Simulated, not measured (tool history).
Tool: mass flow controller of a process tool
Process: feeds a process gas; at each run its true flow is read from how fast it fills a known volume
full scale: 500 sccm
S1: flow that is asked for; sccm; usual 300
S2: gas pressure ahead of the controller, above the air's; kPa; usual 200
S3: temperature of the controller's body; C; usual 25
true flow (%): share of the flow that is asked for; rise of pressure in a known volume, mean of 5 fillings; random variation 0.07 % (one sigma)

{"run": 1, "hour": 0.0, "S1": 300, "S2": 200, "S3": 25, "true flow (%)": 102.89}
{"run": 2, "hour": 83.2, "S1": 300, "S2": 200, "S3": 25, "true flow (%)": 103.04}
{"run": 3, "hour": 139.7, "S1": 300, "S2": 200, "S3": 25, "true flow (%)": 102.99}
{"run": 4, "hour": 218.2, "S1": 300, "S2": 200, "S3": 37, "true flow (%)": 103.88}
{"run": 5, "hour": 272.8, "S1": 300, "S2": 200, "S3": 37, "true flow (%)": 103.69}
{"run": 6, "hour": 360.0, "S1": 300, "S2": 200, "S3": 37, "true flow (%)": 103.88}
{"run": 7, "hour": 436.7, "S1": 300, "S2": 200, "S3": 25, "true flow (%)": 103.2}
{"run": 8, "hour": 474.8, "S1": 300, "S2": 200, "S3": 25, "true flow (%)": 103.18}
{"run": 9, "hour": 519.0, "S1": 300, "S2": 200, "S3": 25, "true flow (%)": 103.31}
{"run": 10, "hour": 571.8, "S1": 300, "S2": 200, "S3": 25, "true flow (%)": 103.24}
{"run": 11, "hour": 653.7, "S1": 256, "S2": 200, "S3": 25, "true flow (%)": 103.61}
{"run": 12, "hour": 727.4, "S1": 103, "S2": 210, "S3": 25, "true flow (%)": 105.88}
{"hour": 732.2, "done": "controller's zero set anew"}
{"run": 13, "hour": 785.7, "S1": 103, "S2": 210, "S3": 25, "true flow (%)": 107.59}
{"run": 14, "hour": 828.0, "S1": 207, "S2": 205, "S3": 25, "true flow (%)": 104.54}
{"run": 15, "hour": 881.6, "S1": 300, "S2": 194, "S3": 25, "true flow (%)": 104.01}
{"run": 16, "hour": 931.9, "S1": 300, "S2": 169, "S3": 30, "true flow (%)": 104.23}
{"hour": 964.7, "done": "controller's zero set anew, once more"}
{"run": 17, "hour": 1009.3, "S1": 300, "S2": 169, "S3": 30, "true flow (%)": 101.96}
{"run": 18, "hour": 1095.1, "S1": 300, "S2": 147, "S3": 25, "true flow (%)": 101.7}
{"run": 19, "hour": 1166.0, "S1": 53, "S2": 200, "S3": 32, "true flow (%)": 102.1}
{"hour": 1177.1, "done": "controller exchanged for a calibrated one"}
{"run": 20, "hour": 1252.2, "S1": 384, "S2": 181, "S3": 23, "true flow (%)": 99.43}

Measured less the same run without the tool's hidden state. The same run-to-run variation is in both; the gauge's scatter may not be:
The hidden state here: flow at rest that the sensor doesn't see, % of full scale; true flow over the shown one, %; drift of the gauge itself on true_pct, %.
run=1 true_flow_(%)=+3.61
run=2 true_flow_(%)=+3.65
run=3 true_flow_(%)=+3.68
run=4 true_flow_(%)=+3.72
run=5 true_flow_(%)=+3.74
run=6 true_flow_(%)=+3.79
run=7 true_flow_(%)=+3.83
run=8 true_flow_(%)=+3.85
run=9 true_flow_(%)=+3.87
run=10 true_flow_(%)=+3.90
run=11 true_flow_(%)=+4.22
run=12 true_flow_(%)=+7.09
run=13 true_flow_(%)=+8.88
run=14 true_flow_(%)=+5.63
run=15 true_flow_(%)=+4.65
run=16 true_flow_(%)=+4.67
run=17 true_flow_(%)=+2.44
run=18 true_flow_(%)=+2.48
run=19 true_flow_(%)=+2.76
run=20 true_flow_(%)=-0.07
